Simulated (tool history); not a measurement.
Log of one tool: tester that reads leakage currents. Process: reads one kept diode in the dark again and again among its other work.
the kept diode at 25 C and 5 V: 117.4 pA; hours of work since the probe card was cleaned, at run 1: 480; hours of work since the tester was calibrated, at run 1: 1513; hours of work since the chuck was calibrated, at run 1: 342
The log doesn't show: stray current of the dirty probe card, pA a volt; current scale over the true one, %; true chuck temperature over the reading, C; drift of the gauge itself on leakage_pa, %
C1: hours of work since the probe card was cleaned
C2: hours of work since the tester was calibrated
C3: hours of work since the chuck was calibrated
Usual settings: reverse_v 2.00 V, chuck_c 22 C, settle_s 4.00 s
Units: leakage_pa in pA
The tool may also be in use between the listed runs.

Run 1, hour 0.0: usual settings; C1 480; C2 1513; C3 342. Result: leakage_pa 65.59 pA.
Run 2, hour 73.7: usual settings but chuck_c 48 C; C1 515; C2 1548; C3 377. Result: leakage_pa 683.56 pA.
Run 3, hour 200.9: usual settings but chuck_c 48 C; C1 574; C2 1607; C3 436. Result: leakage_pa 685.65 pA.
Run 4, hour 306.8: usual settings; C1 624; C2 1657; C3 486. Result: leakage_pa 65.86 pA.
Run 5, hour 434.6: usual settings; C1 684; C2 1717; C3 546. Result: leakage_pa 65.57 pA.
Run 6, hour 543.4: usual settings; C1 735; C2 1768; C3 597. Result: leakage_pa 65.43 pA.
Run 7, hour 639.1: usual settings but reverse_v 1.91 V; C1 780; C2 1813; C3 642. Result: leakage_pa 64.82 pA.
Run 8, hour 717.5: usual settings but reverse_v 1.91 V, chuck_c 59 C, settle_s 3.24 s; C1 817; C2 1850; C3 679. Result: leakage_pa 1629.31 pA.
Run 9, hour 796.7: usual settings but reverse_v 6.57 V, chuck_c 42 C, settle_s 0.40 s; C1 854; C2 1887; C3 716. Result: leakage_pa 605.62 pA.
Run 10, hour 917.0: usual settings but reverse_v 2.19 V, chuck_c 23 C, settle_s 1.66 s; C1 910; C2 1943; C3 772. Result: leakage_pa 74.67 pA.
Run 11, hour 987.4: usual settings but reverse_v 15.46 V, chuck_c 50 C; C1 943; C2 1976; C3 805. Result: leakage_pa 1545.99 pA.

5 ways to go on from here, each from the tool as it stands after run 11. What would each give?
Run A, hour 1050.4: usual settings but reverse_v 15.46 V, chuck_c 50 C, settle_s 1.14 s; C1 973; C2 2006; C3 835. Result: leakage_pa ?.
Run B, hour 1050.4: usual settings but reverse_v 7.43 V, chuck_c 32 C, settle_s 0.50 s; C1 973; C2 2006; C3 835. Result: leakage_pa ?.
Run C, hour 1050.4: usual settings but reverse_v 1.73 V, chuck_c 30 C, settle_s 1.34 s; C1 973; C2 2006; C3 835. Result: leakage_pa ?.
Run D, hour 1050.4: usual settings but reverse_v 3.19 V, chuck_c 56 C, settle_s 2.03 s; C1 973; C2 2006; C3 835. Result: leakage_pa ?.
Run E, hour 1050.4: usual settings but reverse_v 2.13 V, chuck_c 26 C, settle_s 6.54 s; C1 973; C2 2006; C3 835. Result: leakage_pa ?.

run  leakage_pa
  A     1544.25
  B      261.46
  C      134.32
  D     1513.45
  E       98.60
Without the tool's hidden state the same runs would have given:
run  leakage_pa
  A     1545.23
  B      261.61
  C      134.41
  D     1514.47
  E       98.66
